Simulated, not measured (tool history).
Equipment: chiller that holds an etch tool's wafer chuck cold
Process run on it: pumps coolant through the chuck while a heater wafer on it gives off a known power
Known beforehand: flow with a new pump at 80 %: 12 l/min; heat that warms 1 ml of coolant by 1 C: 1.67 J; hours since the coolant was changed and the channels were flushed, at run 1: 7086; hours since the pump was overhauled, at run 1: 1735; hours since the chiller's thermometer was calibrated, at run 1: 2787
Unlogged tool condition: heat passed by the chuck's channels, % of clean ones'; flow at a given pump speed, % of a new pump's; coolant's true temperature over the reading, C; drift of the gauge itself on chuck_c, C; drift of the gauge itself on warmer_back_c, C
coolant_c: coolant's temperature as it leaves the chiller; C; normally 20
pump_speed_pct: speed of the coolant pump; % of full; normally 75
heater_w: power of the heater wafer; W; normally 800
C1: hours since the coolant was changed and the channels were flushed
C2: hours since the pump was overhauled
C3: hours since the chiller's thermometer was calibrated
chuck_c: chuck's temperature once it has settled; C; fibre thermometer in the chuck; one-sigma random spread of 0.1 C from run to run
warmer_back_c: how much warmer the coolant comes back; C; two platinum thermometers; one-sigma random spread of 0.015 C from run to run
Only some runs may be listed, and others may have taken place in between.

run 1 day=0 | coolant_c=20 pump_speed_pct=75 heater_w=800 | C1=7086 C2=1735 C3=2787 | chuck_c=29.7 warmer_back_c=2.58
run 2 day=1.525 | coolant_c=20 pump_speed_pct=75 heater_w=800 | C1=7123 C2=1771 C3=2824 | chuck_c=29.6 warmer_back_c=2.58
run 3 day=2.454 | coolant_c=20 pump_speed_pct=75 heater_w=800 | C1=7145 C2=1794 C3=2846 | chuck_c=29.5 warmer_back_c=2.58
run 4 day=3.788 | coolant_c=20 pump_speed_pct=75 heater_w=471 | C1=7177 C2=1825 C3=2878 | chuck_c=25.8 warmer_back_c=1.51
run 5 day=4.996 | coolant_c=20 pump_speed_pct=75 heater_w=471 | C1=7206 C2=1854 C3=2907 | chuck_c=25.9 warmer_back_c=1.52
run 6 day=6.496 | coolant_c=20 pump_speed_pct=75 heater_w=471 | C1=7242 C2=1891 C3=2943 | chuck_c=25.9 warmer_back_c=1.49
run 7 day=7.692 | coolant_c=20 pump_speed_pct=75 heater_w=471 | C1=7271 C2=1919 C3=2972 | chuck_c=25.8 warmer_back_c=1.49
run 8 day=8.633 | coolant_c=20 pump_speed_pct=75 heater_w=918 | C1=7293 C2=1942 C3=2994 | chuck_c=30.9 warmer_back_c=2.99
run 9 day=9.575 | coolant_c=12 pump_speed_pct=75 heater_w=426 | C1=7316 C2=1964 C3=3017 | chuck_c=17.1 warmer_back_c=1.38
run 10 day=11.275 | coolant_c=12 pump_speed_pct=75 heater_w=426 | C1=7357 C2=2005 C3=3058 | chuck_c=17.3 warmer_back_c=1.38
run 11 day=13.046 | coolant_c=25 pump_speed_pct=99 heater_w=1001 | C1=7399 C2=2048 C3=3100 | chuck_c=35 warmer_back_c=2.48
run 12 day=14.692 | coolant_c=23 pump_speed_pct=75 heater_w=800 | C1=7439 C2=2087 C3=3140 | chuck_c=32.7 warmer_back_c=2.6

Each row is a separate what-if for the run after 12, all from the same tool condition, not one after another. Results?
run A day=16.2 | coolant_c=20 pump_speed_pct=75 heater_w=747 | C1=7475 C2=2123 C3=3176 | chuck_c=? warmer_back_c=?
run B day=16.2 | coolant_c=11 pump_speed_pct=90 heater_w=800 | C1=7475 C2=2123 C3=3176 | chuck_c=? warmer_back_c=?
run C day=16.2 | coolant_c=11 pump_speed_pct=99 heater_w=506 | C1=7475 C2=2123 C3=3176 | chuck_c=? warmer_back_c=?
run D day=16.2 | coolant_c=12 pump_speed_pct=98 heater_w=977 | C1=7475 C2=2123 C3=3176 | chuck_c=? warmer_back_c=?
run E day=16.2 | coolant_c=15 pump_speed_pct=97 heater_w=1116 | C1=7475 C2=2123 C3=3176 | chuck_c=? warmer_back_c=?

run=A chuck_c=29 warmer_back_c=2.4
run=B chuck_c=19.8 warmer_back_c=2.16
run=C chuck_c=16.4 warmer_back_c=1.23
run=D chuck_c=22.1 warmer_back_c=2.45
run=E chuck_c=26.3 warmer_back_c=2.82
What these runs would have given with no unlogged condition in the tool:
run=A chuck_c=27 warmer_back_c=2.38
run=B chuck_c=17.9 warmer_back_c=2.14
run=C chuck_c=15.1 warmer_back_c=1.22
run=D chuck_c=20 warmer_back_c=2.43
run=E chuck_c=23.9 warmer_back_c=2.8
